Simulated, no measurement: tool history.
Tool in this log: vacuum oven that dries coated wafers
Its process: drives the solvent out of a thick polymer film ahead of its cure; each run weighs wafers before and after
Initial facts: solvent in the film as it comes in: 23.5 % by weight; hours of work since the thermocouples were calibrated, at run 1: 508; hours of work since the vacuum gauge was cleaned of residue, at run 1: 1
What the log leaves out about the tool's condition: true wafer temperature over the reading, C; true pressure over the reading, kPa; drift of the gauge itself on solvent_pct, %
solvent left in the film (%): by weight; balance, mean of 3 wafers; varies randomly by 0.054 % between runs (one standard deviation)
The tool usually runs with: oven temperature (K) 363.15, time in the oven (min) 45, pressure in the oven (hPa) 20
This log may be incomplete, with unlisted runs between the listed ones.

run	hour	oven temperature (K)	time in the oven (min)	pressure in the oven (hPa)	hours of work since the thermocouples were calibrated	hours of work since the vacuum gauge was cleaned of residue	solvent left in the film (%)
1	0	363.15	45	20	508	1	2.36
2	111	363.15	45	20	575	68	2.34
3	166	363.15	45	20	607	101	2.46
4	287.6	363.15	45	20	680	173	2.33
5	373.1	363.15	45	20	731	224	2.41
6	476.9	363.15	45	20	794	287	2.44
# hour 548.4: oven's thermocouples calibrated
7	564.8	363.15	45	20	10	338	2.86
8	624.3	362.15	45	20	45	374	3.05
9	740.7	362.15	45	20	115	443	3.02
10	818.4	370.15	32	20	162	490	2.59
11	923	372.15	35	20	224	552	1.81
# hour 974.7: oven's thermocouples calibrated, once more
12	1019.2	356.15	35	20	27	609	5.54
13	1109.2	352.15	45	20	81	663	5.65
14	1174.4	370.15	42	74.5	120	702	2.14
15	1273	361.15	29	20	179	761	5
16	1357.8	361.15	29	20	229	812	5.09

Each row is a separate what-if for the run after 16, all from the same tool condition, not one after another. Results?
A	1464.3	363.15	36	19.8	293	875	?
B	1464.3	361.15	24	20	293	875	?
C	1464.3	369.15	25	34.8	293	875	?
D	1464.3	361.15	66	52.7	293	875	?

run	solvent left in the film (%)
A	3.17
B	6.29
C	3.59
D	2.28
With no hidden state in the tool, these same runs would have given:
run	solvent left in the film (%)
A	3.05
B	6.17
C	3.49
D	2.15
